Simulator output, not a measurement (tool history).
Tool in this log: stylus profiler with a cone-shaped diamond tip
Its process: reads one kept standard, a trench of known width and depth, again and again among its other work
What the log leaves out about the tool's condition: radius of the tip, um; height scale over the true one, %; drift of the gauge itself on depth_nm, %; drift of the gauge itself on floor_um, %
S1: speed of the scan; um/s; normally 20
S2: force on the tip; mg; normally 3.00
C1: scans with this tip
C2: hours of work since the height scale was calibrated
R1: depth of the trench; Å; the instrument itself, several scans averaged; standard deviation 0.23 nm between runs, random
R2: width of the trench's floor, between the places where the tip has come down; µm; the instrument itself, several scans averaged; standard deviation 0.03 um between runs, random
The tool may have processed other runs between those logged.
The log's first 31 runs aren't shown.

{"run": 32, "hour": 567.3, "S1": 11, "S2": 3.22, "C1": 5810, "C2": 62, "R1": 10192.8, "R2": 25.15}
{"run": 33, "hour": 590.4, "S1": 21, "S2": 1.1, "C1": 5894, "C2": 78, "R1": 10086.9, "R2": 25.0}
{"run": 34, "hour": 602.5, "S1": 21, "S2": 1.1, "C1": 5939, "C2": 87, "R1": 10092.3, "R2": 25.05}
{"run": 35, "hour": 617.7, "S1": 20, "S2": 2.83, "C1": 5994, "C2": 97, "R1": 10172.8, "R2": 25.13}
{"run": 36, "hour": 636.4, "S1": 10, "S2": 1.03, "C1": 6063, "C2": 110, "R1": 10085.5, "R2": 25.14}
{"run": 37, "hour": 652.1, "S1": 42, "S2": 4.34, "C1": 6121, "C2": 121, "R1": 10229.7, "R2": 25.0}
{"run": 38, "hour": 673.3, "S1": 55, "S2": 3.63, "C1": 6198, "C2": 136, "R1": 10199.4, "R2": 24.98}
{"run": 39, "hour": 686.5, "S1": 55, "S2": 2.64, "C1": 6247, "C2": 146, "R1": 10163.0, "R2": 24.92}
{"run": 40, "hour": 710.9, "S1": 16, "S2": 1.37, "C1": 6336, "C2": 163, "R1": 10099.2, "R2": 25.03}
{"run": 41, "hour": 729.4, "S1": 8, "S2": 4.53, "C1": 6404, "C2": 176, "R1": 10238.0, "R2": 25.08}
{"run": 42, "hour": 745.5, "S1": 29, "S2": 7.06, "C1": 6463, "C2": 187, "R1": 10320.3, "R2": 25.01}
{"run": 43, "hour": 770.3, "S1": 5, "S2": 6.68, "C1": 6554, "C2": 204, "R1": 10303.9, "R2": 25.1}
{"run": 44, "hour": 788.3, "S1": 5, "S2": 6.68, "C1": 6620, "C2": 217, "R1": 10307.9, "R2": 25.07}
{"run": 45, "hour": 812.6, "S1": 44, "S2": 6.54, "C1": 6709, "C2": 234, "R1": 10301.3, "R2": 25.0}
{"run": 46, "hour": 825.0, "S1": 6, "S2": 3.0, "C1": 6754, "C2": 243, "R1": 10173.4, "R2": 25.04}
{"run": 47, "hour": 838.7, "S1": 15, "S2": 3.0, "C1": 6804, "C2": 252, "R1": 10174.3, "R2": 24.99}

Predict each of these 3 candidate next runs independently; none follows another, all start after run 47:
{"run": "A", "hour": 849.6, "S1": 15, "S2": 7.67, "C1": 6844, "C2": 260, "R1": "?", "R2": "?"}
{"run": "B", "hour": 849.6, "S1": 7, "S2": 3.96, "C1": 6844, "C2": 260, "R1": "?", "R2": "?"}
{"run": "C", "hour": 849.6, "S1": 53, "S2": 1.09, "C1": 6844, "C2": 260, "R1": "?", "R2": "?"}

run=A R1=10336.3 R2=25.05
run=B R1=10207.5 R2=25.02
run=C R1=10081.9 R2=24.71
Take away the tool's hidden state, keep each run's random variation, and the runs would have read:
run=A R1=10350.9 R2=25.97
run=B R1=10221.9 R2=25.94
run=C R1=10096.1 R2=25.63
